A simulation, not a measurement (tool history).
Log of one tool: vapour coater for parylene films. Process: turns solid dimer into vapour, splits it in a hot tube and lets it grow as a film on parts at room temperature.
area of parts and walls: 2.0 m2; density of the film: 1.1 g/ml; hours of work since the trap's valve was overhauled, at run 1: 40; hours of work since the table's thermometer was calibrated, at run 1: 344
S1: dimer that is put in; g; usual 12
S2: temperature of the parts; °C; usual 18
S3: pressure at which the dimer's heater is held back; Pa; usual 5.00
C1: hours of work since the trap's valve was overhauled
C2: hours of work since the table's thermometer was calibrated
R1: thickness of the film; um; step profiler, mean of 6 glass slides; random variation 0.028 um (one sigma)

{"run": 1, "hour": 0.0, "S1": 12, "S2": 18, "S3": 5.0, "C1": 40, "C2": 344, "R1": 3.32}
{"run": 2, "hour": 20.9, "S1": 12, "S2": 18, "S3": 5.0, "C1": 57, "C2": 361, "R1": 3.28}
{"run": 3, "hour": 40.2, "S1": 12, "S2": 18, "S3": 3.02, "C1": 72, "C2": 376, "R1": 3.37}
{"run": 4, "hour": 60.2, "S1": 12, "S2": 18, "S3": 3.02, "C1": 87, "C2": 392, "R1": 3.35}
{"run": 5, "hour": 80.0, "S1": 12, "S2": 18, "S3": 3.02, "C1": 103, "C2": 407, "R1": 3.34}
{"run": 6, "hour": 99.1, "S1": 12, "S2": 18, "S3": 3.02, "C1": 118, "C2": 422, "R1": 3.33}
{"run": 7, "hour": 120.5, "S1": 12, "S2": 18, "S3": 5.0, "C1": 135, "C2": 439, "R1": 3.19}
{"run": 8, "hour": 133.6, "S1": 12, "S2": 18, "S3": 7.6, "C1": 145, "C2": 449, "R1": 3.06}
{"run": 9, "hour": 150.4, "S1": 12, "S2": 18, "S3": 5.0, "C1": 158, "C2": 463, "R1": 3.12}
{"run": 10, "hour": 168.0, "S1": 12, "S2": 18, "S3": 5.0, "C1": 172, "C2": 476, "R1": 3.05}
{"run": 11, "hour": 178.5, "S1": 12, "S2": 18, "S3": 5.0, "C1": 180, "C2": 485, "R1": 3.11}
{"run": 12, "hour": 194.2, "S1": 12, "S2": 18, "S3": 5.0, "C1": 193, "C2": 497, "R1": 3.1}
{"run": 13, "hour": 206.3, "S1": 12, "S2": 18, "S3": 9.38, "C1": 202, "C2": 506, "R1": 2.84}
{"run": 14, "hour": 226.2, "S1": 12, "S2": 18, "S3": 9.38, "C1": 218, "C2": 522, "R1": 2.88}
{"run": 15, "hour": 243.1, "S1": 12, "S2": 18, "S3": 9.38, "C1": 231, "C2": 535, "R1": 2.88}
{"run": 16, "hour": 254.9, "S1": 12, "S2": 18, "S3": 5.0, "C1": 240, "C2": 545, "R1": 3.01}
{"run": 17, "hour": 273.1, "S1": 12, "S2": 18, "S3": 9.96, "C1": 255, "C2": 559, "R1": 2.87}
{"run": 18, "hour": 291.5, "S1": 12, "S2": 11, "S3": 9.96, "C1": 269, "C2": 573, "R1": 3.82}
{"run": 19, "hour": 305.7, "S1": 12, "S2": 18, "S3": 5.0, "C1": 280, "C2": 585, "R1": 2.94}
{"run": 20, "hour": 318.3, "S1": 12, "S2": 18, "S3": 3.29, "C1": 290, "C2": 594, "R1": 3.07}
{"run": 21, "hour": 329.7, "S1": 12, "S2": 18, "S3": 10.29, "C1": 299, "C2": 603, "R1": 2.75}
{"run": 22, "hour": 343.7, "S1": 8, "S2": 25, "S3": 2.48, "C1": 310, "C2": 614, "R1": 1.53}
{"run": 23, "hour": 355.0, "S1": 8, "S2": 25, "S3": 2.48, "C1": 319, "C2": 623, "R1": 1.51}
{"run": 24, "hour": 375.7, "S1": 5, "S2": 26, "S3": 3.01, "C1": 335, "C2": 640, "R1": 0.86}
{"run": 25, "hour": 392.7, "S1": 12, "S2": 21, "S3": 5.0, "C1": 349, "C2": 653, "R1": 2.56}
{"run": 26, "hour": 410.6, "S1": 9, "S2": 17, "S3": 4.33, "C1": 363, "C2": 667, "R1": 2.26}
{"run": 27, "hour": 427.8, "S1": 9, "S2": 17, "S3": 4.33, "C1": 376, "C2": 680, "R1": 2.26}
{"run": 28, "hour": 443.8, "S1": 8, "S2": 14, "S3": 5.0, "C1": 389, "C2": 693, "R1": 2.22}
{"hour": 449.1, "done": "trap's valve overhauled"}
{"run": 29, "hour": 467.0, "S1": 6, "S2": 14, "S3": 2.31, "C1": 14, "C2": 708, "R1": 2.06}
{"run": 30, "hour": 476.6, "S1": 17, "S2": 13, "S3": 5.0, "C1": 22, "C2": 716, "R1": 5.68}
{"run": 31, "hour": 495.4, "S1": 10, "S2": 26, "S3": 4.52, "C1": 36, "C2": 730, "R1": 1.9}
{"run": 32, "hour": 516.9, "S1": 11, "S2": 19, "S3": 4.52, "C1": 53, "C2": 747, "R1": 2.84}
{"run": 33, "hour": 534.0, "S1": 8, "S2": 15, "S3": 2.58, "C1": 67, "C2": 761, "R1": 2.57}
{"run": 34, "hour": 548.1, "S1": 20, "S2": 12, "S3": 2.58, "C1": 78, "C2": 772, "R1": 7.12}
{"run": 35, "hour": 568.4, "S1": 14, "S2": 16, "S3": 2.0, "C1": 94, "C2": 788, "R1": 4.31}
{"run": 36, "hour": 580.6, "S1": 9, "S2": 21, "S3": 5.0, "C1": 103, "C2": 797, "R1": 2.06}
{"run": 37, "hour": 602.5, "S1": 17, "S2": 21, "S3": 5.0, "C1": 121, "C2": 815, "R1": 3.82}
{"run": 38, "hour": 615.1, "S1": 17, "S2": 21, "S3": 5.0, "C1": 130, "C2": 824, "R1": 3.83}
{"run": 39, "hour": 627.2, "S1": 12, "S2": 13, "S3": 5.0, "C1": 140, "C2": 834, "R1": 3.77}
{"run": 40, "hour": 638.7, "S1": 12, "S2": 19, "S3": 5.0, "C1": 149, "C2": 843, "R1": 2.94}
{"run": 41, "hour": 648.4, "S1": 12, "S2": 24, "S3": 2.63, "C1": 157, "C2": 851, "R1": 2.48}
{"hour": 655.2, "done": "table's thermometer calibrated"}
{"run": 42, "hour": 668.1, "S1": 6, "S2": 17, "S3": 11.66, "C1": 171, "C2": 10, "R1": 1.59}

4 ways to go on from here, each from the tool as it stands after run 42. What would each give?
{"run": "A", "hour": 679.5, "S1": 6, "S2": 19, "S3": 11.66, "C1": 180, "C2": 19, "R1": "?"}
{"run": "B", "hour": 679.5, "S1": 6, "S2": 10, "S3": 11.98, "C1": 180, "C2": 19, "R1": "?"}
{"run": "C", "hour": 679.5, "S1": 13, "S2": 14, "S3": 3.04, "C1": 180, "C2": 19, "R1": "?"}
{"run": "D", "hour": 679.5, "S1": 13, "S2": 28, "S3": 4.96, "C1": 180, "C2": 19, "R1": "?"}

run=A R1=1.46
run=B R1=2.13
run=C R1=4.36
run=D R1=2.30
Without the tool's hidden state the same runs would have given:
run=A R1=1.54
run=B R1=2.26
run=C R1=4.63
run=D R1=2.44
